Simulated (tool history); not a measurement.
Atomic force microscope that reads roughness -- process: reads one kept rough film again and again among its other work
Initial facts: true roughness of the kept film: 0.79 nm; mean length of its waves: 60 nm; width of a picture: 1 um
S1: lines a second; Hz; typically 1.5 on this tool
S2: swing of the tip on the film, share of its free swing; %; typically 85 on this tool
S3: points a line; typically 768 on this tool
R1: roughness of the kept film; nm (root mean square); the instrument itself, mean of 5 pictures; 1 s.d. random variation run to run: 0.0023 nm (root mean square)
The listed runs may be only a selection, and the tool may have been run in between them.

run 1 hour=0 | S1=1.5 S2=85 S3=768 | R1=0.713
run 2 hour=68.8 | S1=1.5 S2=85 S3=768 | R1=0.717
run 3 hour=124 | S1=1.5 S2=85 S3=768 | R1=0.713
run 4 hour=176.4 | S1=1.5 S2=85 S3=768 | R1=0.712
run 5 hour=234.4 | S1=1.5 S2=85 S3=768 | R1=0.714
run 6 hour=281.1 | S1=1.5 S2=85 S3=768 | R1=0.712
run 7 hour=313.6 | S1=1.5 S2=85 S3=768 | R1=0.716
run 8 hour=355.4 | S1=1.5 S2=85 S3=768 | R1=0.714
run 9 hour=399 | S1=1.5 S2=85 S3=768 | R1=0.714
run 10 hour=449.8 | S1=1.5 S2=85 S3=768 | R1=0.711
run 11 hour=518.3 | S1=1.5 S2=85 S3=768 | R1=0.716
run 12 hour=564 | S1=1.5 S2=85 S3=768 | R1=0.716
run 13 hour=600.3 | S1=1.5 S2=85 S3=768 | R1=0.716
run 14 hour=647 | S1=1.5 S2=85 S3=768 | R1=0.715
run 15 hour=712.4 | S1=1.5 S2=85 S3=768 | R1=0.713
run 16 hour=771 | S1=1.5 S2=85 S3=292 | R1=0.712
run 17 hour=816.6 | S1=1.5 S2=85 S3=292 | R1=0.71
run 18 hour=885.7 | S1=1.5 S2=85 S3=292 | R1=0.71
run 19 hour=929.7 | S1=1.05 S2=85 S3=292 | R1=0.738
run 20 hour=999.8 | S1=1.05 S2=86 S3=292 | R1=0.73
run 21 hour=1047.2 | S1=1.05 S2=86 S3=455 | R1=0.727
run 22 hour=1078.9 | S1=1.5 S2=85 S3=768 | R1=0.713
run 23 hour=1114.3 | S1=1.5 S2=85 S3=768 | R1=0.715
run 24 hour=1181.4 | S1=1.5 S2=85 S3=822 | R1=0.709
run 25 hour=1242.8 | S1=0.62 S2=85 S3=768 | R1=0.752
run 26 hour=1297.4 | S1=0.62 S2=85 S3=768 | R1=0.75
run 27 hour=1371.7 | S1=0.62 S2=85 S3=768 | R1=0.751
run 28 hour=1419.8 | S1=2.72 S2=85 S3=768 | R1=0.663
run 29 hour=1463.1 | S1=0.71 S2=60 S3=401 | R1=0.778
run 30 hour=1493.9 | S1=1.5 S2=72 S3=373 | R1=0.738
run 31 hour=1565.4 | S1=1.5 S2=72 S3=373 | R1=0.742
run 32 hour=1599.8 | S1=1.5 S2=72 S3=373 | R1=0.748
run 33 hour=1644.1 | S1=2.17 S2=84 S3=768 | R1=0.688
run 34 hour=1694.1 | S1=1.08 S2=79 S3=941 | R1=0.741
run 35 hour=1760.4 | S1=0.58 S2=63 S3=1005 | R1=0.78
run 36 hour=1829 | S1=0.58 S2=63 S3=1005 | R1=0.776
run 37 hour=1884.4 | S1=0.58 S2=63 S3=1005 | R1=0.776
run 38 hour=1951 | S1=0.58 S2=63 S3=1005 | R1=0.776
run 39 hour=2000.2 | S1=0.58 S2=63 S3=1005 | R1=0.779
run 40 hour=2032.8 | S1=0.58 S2=63 S3=1005 | R1=0.773
run 41 hour=2104.5 | S1=0.75 S2=83 S3=885 | R1=0.752
run 42 hour=2148.1 | S1=0.75 S2=83 S3=885 | R1=0.752
run 43 hour=2217.5 | S1=0.75 S2=83 S3=885 | R1=0.753
run 44 hour=2253.1 | S1=1.06 S2=74 S3=514 | R1=0.752
run 45 hour=2314.2 | S1=1.4 S2=59 S3=346 | R1=0.766
run 46 hour=2345.2 | S1=3.57 S2=85 S3=585 | R1=0.633
run 47 hour=2378.2 | S1=0.71 S2=71 S3=682 | R1=0.769
run 48 hour=2422.5 | S1=1.67 S2=74 S3=817 | R1=0.74
run 49 hour=2452.8 | S1=2.08 S2=85 S3=768 | R1=0.689
run 50 hour=2518 | S1=1.45 S2=85 S3=768 | R1=0.715
run 51 hour=2558.5 | S1=1.45 S2=85 S3=768 | R1=0.72

Taken out of this log: 17 entries between the listed runs. Where each belongs, and how the hidden state differs across it:
Logged between run 3 and run 4: new tip fitted (hour 136.9)
  radius of the tip, nm: 9.1 -> 7.5; height scale over the true one, %: 0.16 -> 0.17
Logged between run 6 and run 7: new tip fitted (hour 295.7)
  radius of the tip, nm: 8.9 -> 7.3; height scale over the true one, %: 0.17 -> 0.18
Logged between run 10 and run 11: new tip fitted (hour 454.1)
  radius of the tip, nm: 9.2 -> 7.8
Logged between run 13 and run 14: new tip fitted (hour 612.4)
  radius of the tip, nm: 8.9 -> 7.5
Logged between run 15 and run 16: new tip fitted (hour 768.6)
  radius of the tip, nm: 8.3 -> 7
Logged between run 18 and run 19: new tip fitted (hour 929.6)
  radius of the tip, nm: 8.6 -> 7; height scale over the true one, %: 0.22 -> 0.23
Logged between run 20 and run 21: height scale calibrated on a step standard (hour 1036.8)
  radius of the tip, nm: 8.1 -> 8.6; height scale over the true one, %: 0.23 -> -0.01
Logged between run 22 and run 23: new tip fitted (hour 1087)
  radius of the tip, nm: 9.1 -> 7.4; height scale over the true one, %: -0.01 -> 0
Logged between run 24 and run 25: new tip fitted (hour 1242.8)
  radius of the tip, nm: 8.3 -> 7.1; height scale over the true one, %: 0 -> 0.01
Logged between run 27 and run 28: new tip fitted (hour 1399.4)
  radius of the tip, nm: 8.8 -> 7.3
Logged between run 30 and run 31: new tip fitted (hour 1556.5)
  radius of the tip, nm: 8.4 -> 7.1
Logged between run 34 and run 35: new tip fitted (hour 1713.8)
  radius of the tip, nm: 8.8 -> 7.7; height scale over the true one, %: 0.04 -> 0.05
Logged between run 36 and run 37: new tip fitted (hour 1869.7)
  radius of the tip, nm: 8.6 -> 7.2; height scale over the true one, %: 0.05 -> 0.06
Logged between run 39 and run 40: new tip fitted (hour 2030.6)
  radius of the tip, nm: 8.7 -> 7.1
Logged between run 42 and run 43: new tip fitted (hour 2190.7)
  radius of the tip, nm: 8.7 -> 7.4
Logged between run 46 and run 47: new tip fitted (hour 2352.3)
  radius of the tip, nm: 9 -> 7.4
Logged between run 49 and run 50: new tip fitted (hour 2509.7)
  radius of the tip, nm: 8.4 -> 7.1; height scale over the true one, %: 0.1 -> 0.11
